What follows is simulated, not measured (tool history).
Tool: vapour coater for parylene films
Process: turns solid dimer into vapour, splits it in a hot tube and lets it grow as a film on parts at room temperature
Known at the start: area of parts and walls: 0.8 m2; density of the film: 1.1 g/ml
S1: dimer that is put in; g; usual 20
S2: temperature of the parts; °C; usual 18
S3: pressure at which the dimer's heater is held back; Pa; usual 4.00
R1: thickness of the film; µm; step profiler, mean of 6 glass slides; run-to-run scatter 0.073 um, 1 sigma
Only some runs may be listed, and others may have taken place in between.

run	day	S1	S2	S3	R1
1	0.000	20	18	4.00	18.45
2	0.562	20	18	4.00	18.42
3	0.879	20	29	4.00	12.20
4	1.500	22	18	4.00	20.11
5	2.017	22	18	4.00	20.23
6	2.546	22	18	4.00	20.14
7	3.150	20	18	4.00	18.54
8	3.462	20	18	4.00	18.39
9	4.046	20	18	4.00	18.42
10	4.646	20	18	4.00	18.37
11	5.058	20	18	4.00	18.46
12	5.671	20	18	4.00	18.35
13	6.217	8	14	3.15	8.83
14	6.704	8	18	4.00	7.35
# day 6.921: trap's valve overhauled
15	7.558	26	11	4.00	28.29
16	8.225	22	16	2.86	22.89
# day 8.450: trap's valve overhauled, once more
17	9.012	25	18	4.00	23.21
18	9.625	25	18	4.00	23.15
19	10.283	20	18	3.83	18.62
20	10.908	20	18	4.94	17.61
21	11.346	11	28	4.11	6.89
22	11.638	17	14	2.09	18.76
23	12.333	15	30	4.00	8.79

Each row is a separate what-if for the run after 23, all from the same tool condition, not one after another. Results?
A	12.796	26	27	4.00	?
B	12.796	22	18	4.00	?
C	12.796	20	18	10.96	?

run	R1
A	17.00
B	20.21
C	15.21
With the hidden condition removed and each run's random variation left untouched, the same runs would have given:
run	R1
A	17.25
B	20.51
C	15.43

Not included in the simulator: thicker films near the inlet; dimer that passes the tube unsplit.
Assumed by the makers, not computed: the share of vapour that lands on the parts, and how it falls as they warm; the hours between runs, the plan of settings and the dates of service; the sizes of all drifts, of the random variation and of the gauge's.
